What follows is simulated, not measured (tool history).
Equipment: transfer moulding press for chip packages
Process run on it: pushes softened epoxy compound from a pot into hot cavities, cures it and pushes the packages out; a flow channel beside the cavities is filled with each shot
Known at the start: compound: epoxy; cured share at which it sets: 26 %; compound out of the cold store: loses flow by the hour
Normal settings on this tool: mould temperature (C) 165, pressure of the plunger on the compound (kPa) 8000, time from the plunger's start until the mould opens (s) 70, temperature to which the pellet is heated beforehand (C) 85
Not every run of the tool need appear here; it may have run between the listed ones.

run,hour,mould temperature (C),pressure of the plunger on the compound (kPa),time from the plunger's start until the mould opens (s),temperature to which the pellet is heated beforehand (C),incoming compound's hours out of the cold store,length that the compound runs in the flow channel (mm),greatest force on the pins that push the packages out (N)
1,0,165,8000,70,85,33,593,456
# hour 20: cavities cleaned with cleaning compound and waxed
2,24.9,165,8000,70,85,32.5,592,473
# hour 35.9: plunger's sealing rings changed
3,53,165,8000,70,84,30.9,604,440
# hour 64.4: cavities cleaned with cleaning compound and waxed
4,80,165,8000,70,78,36.3,598,476
# hour 105.2: cavities cleaned with cleaning compound and waxed
5,110.8,165,8000,110,85,11.5,643,350
6,127.2,165,8000,54,85,30.1,609,896
# hour 146.1: cavities cleaned with cleaning compound and waxed
7,149.8,165,8090,70,77,22.2,629,469
# hour 187.2: cavities cleaned with cleaning compound and waxed
8,187.2,165,8000,70,88,29.4,605,457
9,218.3,166,8360,53,85,14.5,642,955
# hour 230.4: cavities cleaned with cleaning compound and waxed
10,245.2,159,8000,70,85,19.1,634,737

Run 11 has not been measured yet. What should we expect?
# hour 271.6: cavities cleaned with cleaning compound and waxed
11,279.5,172,8140,70,76,33.7,?,?

length that the compound runs in the flow channel (mm): 586
greatest force on the pins that push the packages out (N): 373
On a tool with no hidden condition, and with the same random variation, this run would have come out at length that the compound runs in the flow channel (mm) 586, greatest force on the pins that push the packages out (N) 372.
